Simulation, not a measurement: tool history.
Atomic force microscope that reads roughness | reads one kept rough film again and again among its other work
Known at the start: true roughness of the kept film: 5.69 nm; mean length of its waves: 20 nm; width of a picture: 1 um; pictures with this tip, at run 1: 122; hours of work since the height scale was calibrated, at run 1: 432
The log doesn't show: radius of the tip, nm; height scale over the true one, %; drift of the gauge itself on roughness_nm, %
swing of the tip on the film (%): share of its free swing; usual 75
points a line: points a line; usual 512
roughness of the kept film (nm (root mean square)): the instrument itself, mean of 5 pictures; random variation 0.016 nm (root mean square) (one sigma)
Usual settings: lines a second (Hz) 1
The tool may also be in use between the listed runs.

| run | hour | lines a second (Hz) | swing of the tip on the film (%) | points a line | pictures with this tip | hours of work since the height scale was calibrated | roughness of the kept film (nm (root mean square)) |
|---|---|---|---|---|---|---|---|
| 1 | 0 | 1 | 75 | 512 | 122 | 432 | 3.866 |
| 2 | 27.2 | 1 | 75 | 512 | 145 | 443 | 3.859 |
| 3 | 55.3 | 1 | 75 | 512 | 168 | 455 | 3.855 |
| 4 | 72.3 | 0.81 | 75 | 512 | 182 | 461 | 3.904 |
| 5 | 85.1 | 0.81 | 75 | 512 | 192 | 467 | 3.895 |
| 6 | 102.4 | 0.81 | 75 | 512 | 207 | 474 | 3.912 |
| 7 | 121.5 | 0.81 | 75 | 512 | 222 | 481 | 3.88 |
|  | 128.4 | new tip fitted |
| 8 | 145.4 | 0.81 | 75 | 512 | 14 | 491 | 3.899 |
| 9 | 168 | 1 | 75 | 512 | 32 | 500 | 3.855 |
| 10 | 195.5 | 1 | 75 | 512 | 55 | 511 | 3.887 |
| 11 | 208.9 | 3.32 | 75 | 512 | 66 | 516 | 3.531 |
| 12 | 222 | 1 | 65 | 512 | 77 | 522 | 3.934 |
| 13 | 242.5 | 1 | 65 | 512 | 94 | 530 | 3.947 |
| 14 | 257.3 | 1 | 82 | 512 | 106 | 536 | 3.834 |
| 15 | 281.6 | 1 | 75 | 512 | 126 | 546 | 3.872 |
| 16 | 307.1 | 1 | 75 | 554 | 147 | 556 | 3.856 |
| 17 | 325.4 | 0.7 | 75 | 554 | 162 | 563 | 3.94 |
| 18 | 340.8 | 1 | 75 | 512 | 174 | 570 | 3.848 |
| 19 | 355.3 | 1 | 79 | 512 | 186 | 575 | 3.818 |
| 20 | 367.3 | 1 | 75 | 875 | 196 | 580 | 3.889 |
| 21 | 381 | 1 | 59 | 875 | 208 | 586 | 3.982 |
|  | 403.7 | new tip fitted |
| 22 | 409.1 | 1 | 59 | 875 | 4 | 597 | 3.994 |
| 23 | 433.9 | 1 | 59 | 875 | 25 | 607 | 3.997 |
| 24 | 451.6 | 1 | 75 | 533 | 39 | 614 | 3.867 |
| 25 | 469.9 | 1.53 | 57 | 512 | 54 | 621 | 3.955 |
| 26 | 487.6 | 1.53 | 57 | 512 | 69 | 629 | 3.96 |
| 27 | 511.3 | 1.53 | 55 | 433 | 89 | 638 | 3.949 |
| 28 | 539.5 | 1.53 | 73 | 778 | 112 | 649 | 3.817 |
| 29 | 553 | 1.53 | 73 | 778 | 123 | 655 | 3.831 |
| 30 | 576 | 2.99 | 73 | 914 | 142 | 664 | 3.626 |
| 31 | 592.8 | 2.99 | 73 | 914 | 156 | 671 | 3.64 |
| 32 | 604.4 | 2.99 | 73 | 914 | 165 | 676 | 3.645 |
| 33 | 629.6 | 0.58 | 59 | 441 | 186 | 686 | 3.981 |
| 34 | 646.2 | 0.85 | 66 | 441 | 200 | 693 | 3.932 |
| 35 | 673.7 | 0.85 | 62 | 441 | 222 | 704 | 3.981 |
|  | 678.5 | new tip fitted |
| 36 | 690.7 | 0.85 | 62 | 441 | 10 | 710 | 3.958 |
| 37 | 714.6 | 2.25 | 74 | 512 | 30 | 720 | 3.671 |
| 38 | 726 | 0.54 | 77 | 939 | 39 | 724 | 3.957 |
| 39 | 747.6 | 0.54 | 77 | 939 | 57 | 733 | 3.951 |
| 40 | 772.4 | 1 | 72 | 1016 | 77 | 743 | 3.906 |
| 41 | 784.5 | 2.2 | 75 | 790 | 87 | 748 | 3.699 |
| 42 | 809.9 | 1.69 | 62 | 790 | 108 | 758 | 3.947 |
| 43 | 824.6 | 3.59 | 62 | 512 | 120 | 764 | 3.761 |
| 44 | 837 | 3.59 | 62 | 512 | 130 | 769 | 3.746 |
| 45 | 853.9 | 3.35 | 75 | 512 | 144 | 776 | 3.506 |
| 46 | 871.9 | 3.48 | 88 | 512 | 159 | 783 | 3.117 |
| 47 | 897.3 | 1.58 | 88 | 512 | 180 | 794 | 3.558 |

Some steps in roughness of the kept film (nm (root mean square)) between neighbouring runs. How much of each would the tool show without its hidden state too (settings, what came in, random variation), and how much is left for the hidden state, with any gauge scatter that isn't in both results?
Run 7 -> 8: new tip fitted. roughness of the kept film (nm (root mean square)) +0.019: hidden state +0.017, all else +0.002.
Run 11 -> 12: lines a second (Hz) 3.32 -> 1, swing of the tip on the film (%) 75 -> 65. roughness of the kept film (nm (root mean square)) +0.403: hidden state -0.002, all else +0.405.
Run 21 -> 22: new tip fitted. roughness of the kept film (nm (root mean square)) +0.012: hidden state +0.017, all else -0.005.
Run 35 -> 36: new tip fitted. roughness of the kept film (nm (root mean square)) -0.023: hidden state +0.017, all else -0.04.
Run 45 -> 46: lines a second (Hz) 3.35 -> 3.48, swing of the tip on the film (%) 75 -> 88. roughness of the kept film (nm (root mean square)) -0.389: hidden state +0, all else -0.389.
Run 46 -> 47: lines a second (Hz) 3.48 -> 1.58. roughness of the kept film (nm (root mean square)) +0.441: hidden state -0.003, all else +0.444.

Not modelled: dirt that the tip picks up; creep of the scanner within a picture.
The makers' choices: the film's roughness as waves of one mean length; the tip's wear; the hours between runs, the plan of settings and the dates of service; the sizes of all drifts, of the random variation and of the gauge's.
